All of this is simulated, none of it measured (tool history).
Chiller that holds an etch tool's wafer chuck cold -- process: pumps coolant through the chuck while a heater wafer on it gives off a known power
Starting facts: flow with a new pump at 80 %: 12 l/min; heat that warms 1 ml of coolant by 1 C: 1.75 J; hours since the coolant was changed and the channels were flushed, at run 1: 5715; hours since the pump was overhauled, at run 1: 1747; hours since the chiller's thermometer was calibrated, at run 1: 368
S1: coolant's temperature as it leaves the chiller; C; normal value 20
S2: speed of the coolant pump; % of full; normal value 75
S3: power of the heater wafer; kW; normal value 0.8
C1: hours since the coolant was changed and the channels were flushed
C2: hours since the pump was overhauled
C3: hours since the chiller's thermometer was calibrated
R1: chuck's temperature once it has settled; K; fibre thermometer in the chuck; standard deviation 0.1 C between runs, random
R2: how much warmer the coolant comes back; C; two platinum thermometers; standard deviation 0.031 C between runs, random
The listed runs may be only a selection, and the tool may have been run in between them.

| run | day | S1 | S2 | S3 | C1 | C2 | C3 | R1 | R2 |
|---|---|---|---|---|---|---|---|---|---|
| 1 | 0 | 20 | 75 | 0.8 | 5715 | 1747 | 368 | 304.25 | 2.53 |
| 2 | 2.121 | 20 | 75 | 0.8 | 5766 | 1798 | 419 | 304.35 | 2.52 |
| 3 | 3.158 | 20 | 75 | 0.8 | 5790 | 1823 | 444 | 304.35 | 2.56 |
| 4 | 4.562 | 20 | 75 | 0.62 | 5824 | 1857 | 478 | 301.75 | 1.95 |
| 5 | 6.375 | 20 | 75 | 0.8 | 5868 | 1900 | 521 | 304.35 | 2.54 |
| 6 | 7.908 | 20 | 75 | 0.8 | 5904 | 1937 | 558 | 304.45 | 2.59 |
| 7 | 9.583 | 20 | 75 | 0.8 | 5945 | 1977 | 598 | 304.25 | 2.53 |
| 8 | 10.825 | 20 | 75 | 0.756 | 5974 | 2007 | 628 | 303.65 | 2.41 |
| 9 | 12.662 | 22 | 75 | 0.8 | 6019 | 2051 | 672 | 306.25 | 2.52 |
| 10 | 14.275 | 20 | 84 | 0.8 | 6057 | 2090 | 711 | 303.65 | 2.29 |
| 11 | 16.117 | 20 | 84 | 0.8 | 6101 | 2134 | 755 | 303.55 | 2.27 |
| 12 | 17.642 | 20 | 84 | 0.8 | 6138 | 2170 | 792 | 303.65 | 2.27 |
| 13 | 18.938 | 20 | 61 | 0.8 | 6169 | 2202 | 823 | 305.95 | 3.18 |
| 14 | 20.338 | 14 | 61 | 0.8 | 6203 | 2235 | 856 | 300.05 | 3.22 |
| 15 | 22.329 | 14 | 61 | 0.8 | 6251 | 2283 | 904 | 299.85 | 3.17 |
| 16 | 23.225 | 14 | 61 | 0.8 | 6272 | 2305 | 926 | 299.95 | 3.16 |
| 17 | 25.162 | 14 | 61 | 0.8 | 6319 | 2351 | 972 | 300.05 | 3.22 |
| 18 | 27.221 | 27 | 61 | 0.511 | 6368 | 2400 | 1021 | 308.15 | 2.03 |
|  | 27.392 | chiller's thermometer calibrated |
| 19 | 28.488 | 27 | 61 | 0.511 | 6397 | 2430 | 26 | 308.35 | 2 |
| 20 | 30.075 | 26 | 80 | 0.554 | 6435 | 2468 | 64 | 306.65 | 1.65 |
| 21 | 31.546 | 20 | 83 | 0.656 | 6471 | 2503 | 100 | 301.75 | 1.88 |
|  | 33.575 | coolant changed, channels flushed |
|  | 33.775 | chiller's thermometer calibrated, once more |
| 22 | 33.929 | 13 | 84 | 0.957 | 8 | 2553 | 4 | 296.85 | 2.78 |
| 23 | 35.283 | 13 | 84 | 0.957 | 40 | 2586 | 36 | 296.55 | 2.71 |
| 24 | 37.392 | 20 | 70 | 0.628 | 91 | 2636 | 87 | 300.65 | 2.22 |
| 25 | 38.725 | 20 | 70 | 0.628 | 123 | 2669 | 119 | 301.05 | 2.13 |
| 26 | 40.625 | 20 | 64 | 0.435 | 168 | 2714 | 164 | 298.85 | 1.64 |
| 27 | 42.612 | 15 | 97 | 0.479 | 216 | 2762 | 212 | 292.95 | 1.22 |
| 28 | 44.129 | 25 | 65 | 1.095 | 252 | 2798 | 248 | 312.15 | 4.12 |
| 29 | 45.021 | 16 | 63 | 0.889 | 274 | 2820 | 270 | 300.85 | 3.41 |
| 30 | 46.446 | 24 | 75 | 0.618 | 308 | 2854 | 304 | 304.45 | 1.97 |
| 31 | 47.562 | 14 | 79 | 0.828 | 335 | 2881 | 331 | 296.45 | 2.54 |

What if the next run were any one of these 3? Each begins from the tool's condition after run 31:
| A | 48.938 | 15 | 99 | 1.043 | 368 | 2914 | 364 | ? | ? |
| B | 48.938 | 20 | 68 | 1.097 | 368 | 2914 | 364 | ? | ? |
| C | 48.938 | 10 | 65 | 0.786 | 368 | 2914 | 364 | ? | ? |

| run | R1 | R2 |
|---|---|---|
| A | 298.45 | 2.56 |
| B | 306.85 | 3.97 |
| C | 293.25 | 2.94 |
What these runs would have given with no unlogged condition in the tool:
| run | R1 | R2 |
|---|---|---|
| A | 297.95 | 2.42 |
| B | 306.25 | 3.76 |
| C | 292.85 | 2.78 |
